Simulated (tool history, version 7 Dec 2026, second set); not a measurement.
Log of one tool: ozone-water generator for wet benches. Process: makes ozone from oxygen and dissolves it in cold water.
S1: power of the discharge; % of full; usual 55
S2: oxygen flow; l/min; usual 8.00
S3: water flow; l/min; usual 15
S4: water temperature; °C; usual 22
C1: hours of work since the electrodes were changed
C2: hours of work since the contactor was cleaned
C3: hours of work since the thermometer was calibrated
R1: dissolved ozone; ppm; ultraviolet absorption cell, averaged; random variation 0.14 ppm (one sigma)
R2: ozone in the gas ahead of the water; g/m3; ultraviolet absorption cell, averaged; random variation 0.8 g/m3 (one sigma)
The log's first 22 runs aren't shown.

Run 23, hour 541.3: usual settings but S1 74 % of full; C1 1154; C2 7209; C3 3996. Result: R1 18.1 ppm, R2 145.0 g/m3.
Run 24, hour 556.9: usual settings but S1 60 % of full, S4 17 °C; C1 1166; C2 7221; C3 4008. Result: R1 18.0 ppm, R2 131.4 g/m3.
Run 25, hour 583.9: usual settings but S1 60 % of full, S4 17 °C; C1 1187; C2 7242; C3 4029. Result: R1 18.0 ppm, R2 131.6 g/m3.
Run 26, hour 613.0: usual settings but S1 60 % of full, S4 17 °C; C1 1209; C2 7264; C3 4051. Result: R1 18.1 ppm, R2 131.2 g/m3.
Run 27, hour 634.7: usual settings but S1 75 % of full, S2 13.09 l/min, S4 27 °C; C1 1226; C2 7281; C3 4068. Result: R1 14.5 ppm, R2 114.8 g/m3.
Run 28, hour 657.9: usual settings but S2 7.11 l/min, S3 9 l/min; C1 1243; C2 7298; C3 4085. Result: R1 21.7 ppm, R2 132.2 g/m3.
Run 29, hour 681.0: usual settings but S2 7.11 l/min, S3 9 l/min; C1 1261; C2 7316; C3 4103. Result: R1 21.5 ppm, R2 131.3 g/m3.
Run 30, hour 700.0: usual settings but S2 4.96 l/min, S3 12 l/min, S4 26 °C; C1 1276; C2 7331; C3 4118. Result: R1 17.9 ppm, R2 158.0 g/m3.
Run 31, hour 732.1: usual settings but S2 10.07 l/min, S3 12 l/min, S4 14 °C; C1 1300; C2 7355; C3 4142. Result: R1 20.7 ppm, R2 111.2 g/m3.
Run 32, hour 757.2: usual settings but S1 93 % of full, S2 8.78 l/min; C1 1319; C2 7374; C3 4161. Result: R1 19.9 ppm, R2 154.7 g/m3.
Run 33, hour 785.1: usual settings but S1 66 % of full, S2 9.08 l/min, S3 22 l/min, S4 15 °C; C1 1341; C2 7396; C3 4183. Result: R1 14.4 ppm, R2 129.0 g/m3.
Run 34, hour 798.7: usual settings but S2 8.22 l/min, S3 21 l/min, S4 18 °C; C1 1351; C2 7406; C3 4193. Result: R1 12.8 ppm, R2 121.7 g/m3.

3 ways to go on from here, each from the tool as it stands after run 34. What would each give?
Run A, hour 823.4: usual settings but S1 66 % of full, S2 8.22 l/min, S3 21 l/min, S4 18 °C; C1 1370; C2 7425; C3 4212. Result: R1 ?, R2 ?.
Run B, hour 823.4: usual settings but S2 5.99 l/min, S3 11 l/min, S4 18 °C; C1 1370; C2 7425; C3 4212. Result: R1 ?, R2 ?.
Run C, hour 823.4: usual settings but S1 67 % of full, S2 8.22 l/min, S3 21 l/min, S4 18 °C; C1 1370; C2 7425; C3 4212. Result: R1 ?, R2 ?.

run    R1     R2
  A  14.1  135.2
  B  21.4  143.3
  C  14.3  135.4
Without the tool's hidden state the same runs would have given:
run    R1     R2
  A  14.1  135.2
  B  21.4  143.3
  C  14.3  135.4
